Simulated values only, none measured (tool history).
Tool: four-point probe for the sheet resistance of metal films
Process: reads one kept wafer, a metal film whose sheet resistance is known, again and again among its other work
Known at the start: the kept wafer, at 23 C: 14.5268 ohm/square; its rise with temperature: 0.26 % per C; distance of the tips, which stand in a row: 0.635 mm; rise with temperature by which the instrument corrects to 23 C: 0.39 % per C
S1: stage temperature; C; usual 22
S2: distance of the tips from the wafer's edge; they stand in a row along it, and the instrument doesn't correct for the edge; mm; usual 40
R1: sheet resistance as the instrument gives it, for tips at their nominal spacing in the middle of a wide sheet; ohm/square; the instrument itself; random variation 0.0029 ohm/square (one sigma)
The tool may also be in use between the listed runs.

run	hour	S1	S2	R1
1	0	22	40	14.550765
2	38.8	22	45	14.556551
3	62.4	22	40	14.555095
4	87	25	40	14.490879
5	116.3	25	40	14.492724
6	144.7	25	40	14.490931
7	179.7	25	40	14.491915
8	212.6	19	40	14.61029
9	247.2	24	40	14.513382
10	276	24	40	14.51227
11	306.6	24	40	14.506931
12	339.6	27	40	14.454412
13	360.8	27	40	14.453622
14	386.4	27	40	14.445584
15	415	27	40	14.450983
16	433.9	22	40	14.553526
17	473.4	22	40	14.550265
18	498.5	22	40	14.552301
19	528.9	22	15	14.562757
20	560.8	22	40	14.547509
21	598.7	22	40	14.551747
22	629.2	22	40	14.547479
23	646.7	22	40	14.555139
24	674.1	25	7	14.551507
25	698.4	21	7	14.62816
26	721.3	21	7	14.630762
27	758.9	21	7	14.632396
28	789.9	21	7	14.630926
29	824.8	22	13	14.56139
30	853.1	22	13	14.567518
31	891.6	25	15	14.504463
32	930.1	31	5	14.500756
33	966.9	30	14	14.409023
34	987.4	30	14	14.404324
35	1008.4	21	5	14.691561
36	1035.9	19	4	14.809083
37	1054.4	24	3	14.845651
38	1071.8	34	5	14.438804
39	1091.8	22	50	14.550812
40	1123.5	34	3	14.655221
41	1145.2	22	21	14.554226
42	1165.2	22	21	14.55267
# hour 1174.9: stage's thermometer calibrated
43	1181.8	22	3	14.891475
44	1198.8	22	3	14.887316
45	1224.5	19	51	14.614387

4 ways to go on from here, each from the tool as it stands after run 45. What would each give?
A	1242.9	19	4	?
B	1242.9	18	71	?
C	1242.9	19	52	?
D	1242.9	20	6	?

run	R1
A	14.8106
B	14.635304
C	14.607948
D	14.675811
Without the tool's hidden state the same runs would have given:
run	R1
A	14.809049
B	14.633771
C	14.606417
D	14.674274
